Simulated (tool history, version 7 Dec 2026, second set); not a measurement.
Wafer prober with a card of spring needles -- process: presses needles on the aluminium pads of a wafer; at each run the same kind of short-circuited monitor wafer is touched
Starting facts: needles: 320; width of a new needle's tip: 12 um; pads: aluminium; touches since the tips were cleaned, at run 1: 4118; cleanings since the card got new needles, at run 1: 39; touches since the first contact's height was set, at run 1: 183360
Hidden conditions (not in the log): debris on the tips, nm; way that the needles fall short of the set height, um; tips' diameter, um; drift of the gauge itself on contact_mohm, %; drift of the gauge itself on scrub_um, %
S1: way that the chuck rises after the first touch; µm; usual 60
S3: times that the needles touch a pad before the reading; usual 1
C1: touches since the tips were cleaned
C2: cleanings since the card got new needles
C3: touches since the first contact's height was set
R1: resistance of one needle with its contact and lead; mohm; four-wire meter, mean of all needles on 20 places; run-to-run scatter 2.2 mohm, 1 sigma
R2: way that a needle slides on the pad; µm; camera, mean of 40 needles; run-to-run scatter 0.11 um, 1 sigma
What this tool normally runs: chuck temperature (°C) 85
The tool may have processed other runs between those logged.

run 1 day=0.000 | S1=60 chuck_temperature_(°C)=85 S3=1 | C1=4118 C2=39 C3=183360 | R1=260 R2=15.40
-- day=0.075 tips cleaned on abrasive film
-- day=0.367 tips cleaned on abrasive film
-- day=0.729 tips cleaned on abrasive film
-- day=1.017 tips cleaned on abrasive film
-- day=1.379 tips cleaned on abrasive film
run 2 day=1.488 | S1=60 chuck_temperature_(°C)=85 S3=1 | C1=1610 C2=44 C3=205627 | R1=249 R2=15.34
-- day=1.704 tips cleaned on abrasive film
-- day=2.067 tips cleaned on abrasive film
-- day=2.358 tips cleaned on abrasive film
run 3 day=2.517 | S1=60 chuck_temperature_(°C)=87 S3=1 | C1=2430 C2=47 C3=221103 | R1=257 R2=15.42
-- day=2.662 tips cleaned on abrasive film
-- day=2.954 tips cleaned on abrasive film
-- day=3.246 tips cleaned on abrasive film
-- day=3.538 tips cleaned on abrasive film
-- day=3.825 tips cleaned on abrasive film
run 4 day=4.004 | S1=60 chuck_temperature_(°C)=85 S3=1 | C1=2677 C2=52 C3=243351 | R1=259 R2=15.18
-- day=4.150 tips cleaned on abrasive film
-- day=4.162 height of the first contact set anew
-- day=4.454 tips cleaned on abrasive film
-- day=4.742 tips cleaned on abrasive film
run 5 day=5.025 | S1=60 chuck_temperature_(°C)=85 S3=1 | C1=4304 C2=55 C3=13002 | R1=263 R2=16.40
-- day=5.100 tips cleaned on abrasive film
-- day=5.392 tips cleaned on abrasive film
-- day=5.683 tips cleaned on abrasive film
-- day=5.975 tips cleaned on abrasive film
-- day=6.262 tips cleaned on abrasive film
-- day=6.554 tips cleaned on abrasive film
-- day=6.850 tips cleaned on abrasive film
run 6 day=6.850 | S1=60 chuck_temperature_(°C)=85 S3=1 | C1=0 C2=62 C3=40264 | R1=241 R2=16.11
-- day=7.142 tips cleaned on abrasive film
-- day=7.429 tips cleaned on abrasive film
-- day=7.721 tips cleaned on abrasive film
-- day=8.012 tips cleaned on abrasive film
-- day=8.338 tips cleaned on abrasive film
run 7 day=8.338 | S1=60 chuck_temperature_(°C)=85 S3=1 | C1=0 C2=67 C3=62561 | R1=248 R2=16.06
-- day=8.629 tips cleaned on abrasive film
-- day=8.992 tips cleaned on abrasive film
-- day=9.279 tips cleaned on abrasive film
-- day=9.571 tips cleaned on abrasive film
-- day=9.862 tips cleaned on abrasive film
-- day=10.150 tips cleaned on abrasive film
run 8 day=10.350 | S1=60 chuck_temperature_(°C)=85 S3=1 | C1=3035 C2=73 C3=92776 | R1=256 R2=15.79
-- day=10.500 tips cleaned on abrasive film
-- day=10.862 tips cleaned on abrasive film
-- day=11.221 tips cleaned on abrasive film
-- day=11.512 tips cleaned on abrasive film
-- day=11.804 tips cleaned on abrasive film
-- day=12.092 tips cleaned on abrasive film
run 9 day=12.379 | S1=60 chuck_temperature_(°C)=85 S3=1 | C1=4315 C2=79 C3=123185 | R1=264 R2=15.71
-- day=12.454 tips cleaned on abrasive film
-- day=12.742 tips cleaned on abrasive film
-- day=13.033 tips cleaned on abrasive film
-- day=13.325 tips cleaned on abrasive film
run 10 day=13.375 | S1=60 chuck_temperature_(°C)=85 S3=1 | C1=763 C2=83 C3=138082 | R1=256 R2=15.58
-- day=13.667 tips cleaned on abrasive film
-- day=13.954 tips cleaned on abrasive film
-- day=14.246 tips cleaned on abrasive film
-- day=14.538 tips cleaned on abrasive film
-- day=14.825 tips cleaned on abrasive film
run 11 day=14.846 | S1=71 chuck_temperature_(°C)=29 S3=2 | C1=288 C2=88 C3=160116 | R1=228 R2=18.39
-- day=15.138 tips cleaned on abrasive film
-- day=15.425 tips cleaned on abrasive film
-- day=15.788 tips cleaned on abrasive film
-- day=16.150 tips cleaned on abrasive film
-- day=16.442 tips cleaned on abrasive film
run 12 day=16.612 | S1=71 chuck_temperature_(°C)=63 S3=1 | C1=2628 C2=93 C3=186667 | R1=248 R2=18.44
-- day=16.762 tips cleaned on abrasive film
-- day=17.050 tips cleaned on abrasive film
-- day=17.342 tips cleaned on abrasive film
-- day=17.633 tips cleaned on abrasive film
-- day=17.921 tips cleaned on abrasive film
run 13 day=18.075 | S1=65 chuck_temperature_(°C)=63 S3=1 | C1=2343 C2=98 C3=208579 | R1=254 R2=16.87
-- day=18.225 tips cleaned on abrasive film
-- day=18.588 tips cleaned on abrasive film
-- day=18.875 tips cleaned on abrasive film
-- day=19.167 tips cleaned on abrasive film
-- day=19.458 tips cleaned on abrasive film
-- day=19.821 tips cleaned on abrasive film
run 14 day=19.925 | S1=65 chuck_temperature_(°C)=63 S3=1 | C1=1625 C2=104 C3=236298 | R1=254 R2=16.53
-- day=20.146 tips cleaned on abrasive film
-- day=20.433 tips cleaned on abrasive film
-- day=20.592 height of the first contact set anew
-- day=20.738 tips cleaned on abrasive film
-- day=21.029 tips cleaned on abrasive film
-- day=21.317 tips cleaned on abrasive film
-- day=21.679 tips cleaned on abrasive film
run 15 day=21.846 | S1=65 chuck_temperature_(°C)=67 S3=1 | C1=2511 C2=110 C3=18820 | R1=248 R2=17.47

What if the next run were any one of these 4? Each begins from the tool's condition after run 15:
-- day=21.992 tips cleaned on abrasive film
-- day=22.354 tips cleaned on abrasive film
-- day=22.646 tips cleaned on abrasive film
-- day=22.938 tips cleaned on abrasive film
-- day=23.225 tips cleaned on abrasive film
-- day=23.588 tips cleaned on abrasive film
-- day=23.892 tips cleaned on abrasive film
run A day=23.892 | S1=79 chuck_temperature_(°C)=117 S3=2 | C1=0 C2=117 C3=49489 | R1=? R2=?
-- day=21.992 tips cleaned on abrasive film
-- day=22.354 tips cleaned on abrasive film
-- day=22.646 tips cleaned on abrasive film
-- day=22.938 tips cleaned on abrasive film
-- day=23.225 tips cleaned on abrasive film
-- day=23.588 tips cleaned on abrasive film
-- day=23.892 tips cleaned on abrasive film
run B day=23.892 | S1=60 chuck_temperature_(°C)=85 S3=3 | C1=0 C2=117 C3=49489 | R1=? R2=?
-- day=21.992 tips cleaned on abrasive film
-- day=22.354 tips cleaned on abrasive film
-- day=22.646 tips cleaned on abrasive film
-- day=22.938 tips cleaned on abrasive film
-- day=23.225 tips cleaned on abrasive film
-- day=23.588 tips cleaned on abrasive film
-- day=23.892 tips cleaned on abrasive film
run C day=23.892 | S1=60 chuck_temperature_(°C)=41 S3=1 | C1=0 C2=117 C3=49489 | R1=? R2=?
-- day=21.992 tips cleaned on abrasive film
-- day=22.354 tips cleaned on abrasive film
-- day=22.646 tips cleaned on abrasive film
-- day=22.938 tips cleaned on abrasive film
-- day=23.225 tips cleaned on abrasive film
-- day=23.588 tips cleaned on abrasive film
-- day=23.892 tips cleaned on abrasive film
run D day=23.892 | S1=70 chuck_temperature_(°C)=62 S3=3 | C1=0 C2=117 C3=49489 | R1=? R2=?

run=A R1=246 R2=21.04
run=B R1=244 R2=16.30
run=C R1=233 R2=15.84
run=D R1=235 R2=19.01
Stripped of hidden state, with their random variation kept, the same runs would have yielded:
run=A R1=245 R2=21.28
run=B R1=240 R2=16.54
run=C R1=228 R2=16.08
run=D R1=232 R2=19.26
